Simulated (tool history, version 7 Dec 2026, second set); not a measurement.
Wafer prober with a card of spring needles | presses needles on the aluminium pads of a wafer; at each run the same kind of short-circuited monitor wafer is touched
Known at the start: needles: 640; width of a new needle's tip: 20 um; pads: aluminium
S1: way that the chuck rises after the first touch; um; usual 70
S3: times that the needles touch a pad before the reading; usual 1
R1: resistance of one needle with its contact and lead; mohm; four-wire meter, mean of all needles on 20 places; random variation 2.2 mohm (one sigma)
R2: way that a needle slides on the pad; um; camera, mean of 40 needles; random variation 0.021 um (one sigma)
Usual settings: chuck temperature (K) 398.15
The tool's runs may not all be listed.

run 1 hour=0.0 | S1=70 chuck_temperature_(K)=398.15 S3=1 | R1=324 R2=18.59
-- hour=11.1 tips cleaned on abrasive film
-- hour=34.3 tips cleaned on abrasive film
run 2 hour=51.1 | S1=70 chuck_temperature_(K)=398.15 S3=1 | R1=325 R2=18.52
-- hour=59.1 tips cleaned on abrasive film
-- hour=86.8 tips cleaned on abrasive film
-- hour=113.3 tips cleaned on abrasive film
run 3 hour=117.7 | S1=70 chuck_temperature_(K)=337.15 S3=1 | R1=273 R2=18.43
-- hour=136.5 tips cleaned on abrasive film
-- hour=161.4 tips cleaned on abrasive film
run 4 hour=165.3 | S1=70 chuck_temperature_(K)=337.15 S3=1 | R1=271 R2=18.41
-- hour=186.6 tips cleaned on abrasive film
-- hour=213.0 tips cleaned on abrasive film
run 5 hour=220.9 | S1=70 chuck_temperature_(K)=337.15 S3=1 | R1=289 R2=18.35
-- hour=240.0 tips cleaned on abrasive film
-- hour=264.0 tips cleaned on abrasive film
run 6 hour=264.0 | S1=70 chuck_temperature_(K)=337.15 S3=1 | R1=245 R2=18.24
-- hour=288.8 tips cleaned on abrasive film
run 7 hour=298.7 | S1=70 chuck_temperature_(K)=398.15 S3=2 | R1=291 R2=18.29
-- hour=316.6 tips cleaned on abrasive film
-- hour=326.6 height of the first contact set anew
-- hour=342.1 tips cleaned on abrasive film
run 8 hour=342.1 | S1=70 chuck_temperature_(K)=398.15 S3=1 | R1=265 R2=18.59
-- hour=368.6 tips cleaned on abrasive film
-- hour=391.8 tips cleaned on abrasive film
-- hour=419.2 tips cleaned on abrasive film
run 9 hour=419.2 | S1=70 chuck_temperature_(K)=398.15 S3=1 | R1=254 R2=18.52
-- hour=445.7 tips cleaned on abrasive film
-- hour=471.1 tips cleaned on abrasive film
run 10 hour=477.3 | S1=70 chuck_temperature_(K)=398.15 S3=1 | R1=302 R2=18.48
-- hour=497.8 tips cleaned on abrasive film
-- hour=522.5 tips cleaned on abrasive film
run 11 hour=522.5 | S1=70 chuck_temperature_(K)=398.15 S3=1 | R1=262 R2=18.41
-- hour=548.7 tips cleaned on abrasive film
run 12 hour=560.6 | S1=70 chuck_temperature_(K)=398.15 S3=1 | R1=321 R2=18.39
-- hour=576.6 tips cleaned on abrasive film
-- hour=602.3 tips cleaned on abrasive film
-- hour=627.5 tips cleaned on abrasive film
run 13 hour=642.9 | S1=70 chuck_temperature_(K)=398.15 S3=2 | R1=304 R2=18.31
-- hour=652.1 tips cleaned on abrasive film
-- hour=676.0 tips cleaned on abrasive film
run 14 hour=692.4 | S1=51 chuck_temperature_(K)=319.15 S3=1 | R1=407 R2=13.17
-- hour=697.9 height of the first contact set anew
-- hour=703.8 tips cleaned on abrasive film
-- hour=729.4 tips cleaned on abrasive film
-- hour=758.3 tips cleaned on abrasive film
run 15 hour=763.7 | S1=70 chuck_temperature_(K)=367.15 S3=1 | R1=286 R2=18.54
-- hour=783.3 tips cleaned on abrasive film
-- hour=809.9 tips cleaned on abrasive film
run 16 hour=819.1 | S1=70 chuck_temperature_(K)=367.15 S3=1 | R1=315 R2=18.50
-- hour=836.1 tips cleaned on abrasive film
-- hour=863.2 tips cleaned on abrasive film
-- hour=887.4 tips cleaned on abrasive film
run 17 hour=900.4 | S1=64 chuck_temperature_(K)=364.15 S3=3 | R1=274 R2=16.83
-- hour=914.0 tips cleaned on abrasive film
-- hour=942.5 tips cleaned on abrasive film
run 18 hour=959.7 | S1=53 chuck_temperature_(K)=328.15 S3=3 | R1=299 R2=13.83
-- hour=967.5 tips cleaned on abrasive film
-- hour=995.6 tips cleaned on abrasive film
run 19 hour=1003.8 | S1=53 chuck_temperature_(K)=328.15 S3=3 | R1=286 R2=13.76
-- hour=1020.7 tips cleaned on abrasive film
-- hour=1046.6 tips cleaned on abrasive film
-- hour=1066.5 height of the first contact set anew
-- hour=1071.7 tips cleaned on abrasive film
run 20 hour=1077.5 | S1=58 chuck_temperature_(K)=398.15 S3=1 | R1=323 R2=15.43
-- hour=1097.8 tips cleaned on abrasive film
-- hour=1125.4 tips cleaned on abrasive film
run 21 hour=1126.1 | S1=69 chuck_temperature_(K)=301.15 S3=3 | R1=231 R2=18.31
-- hour=1152.2 tips cleaned on abrasive film
-- hour=1176.4 tips cleaned on abrasive film
-- hour=1199.8 tips cleaned on abrasive film
run 22 hour=1199.8 | S1=76 chuck_temperature_(K)=336.15 S3=2 | R1=239 R2=20.05
-- hour=1226.3 tips cleaned on abrasive film
run 23 hour=1246.4 | S1=72 chuck_temperature_(K)=336.15 S3=1 | R1=341 R2=18.97

Forecast each of these 3 alternatives for the next run:
-- hour=1252.3 tips cleaned on abrasive film
-- hour=1279.5 tips cleaned on abrasive film
run A hour=1296.9 | S1=50 chuck_temperature_(K)=345.15 S3=1 | R1=? R2=?
-- hour=1252.3 tips cleaned on abrasive film
-- hour=1279.5 tips cleaned on abrasive film
run B hour=1296.9 | S1=66 chuck_temperature_(K)=301.15 S3=1 | R1=? R2=?
-- hour=1252.3 tips cleaned on abrasive film
-- hour=1279.5 tips cleaned on abrasive film
run C hour=1296.9 | S1=55 chuck_temperature_(K)=398.15 S3=1 | R1=? R2=?

run=A R1=444 R2=13.08
run=B R1=352 R2=17.33
run=C R1=408 R2=14.39
Without the tool's hidden state the same runs would have given:
run=A R1=240 R2=13.35
run=B R1=223 R2=17.60
run=C R1=251 R2=14.65
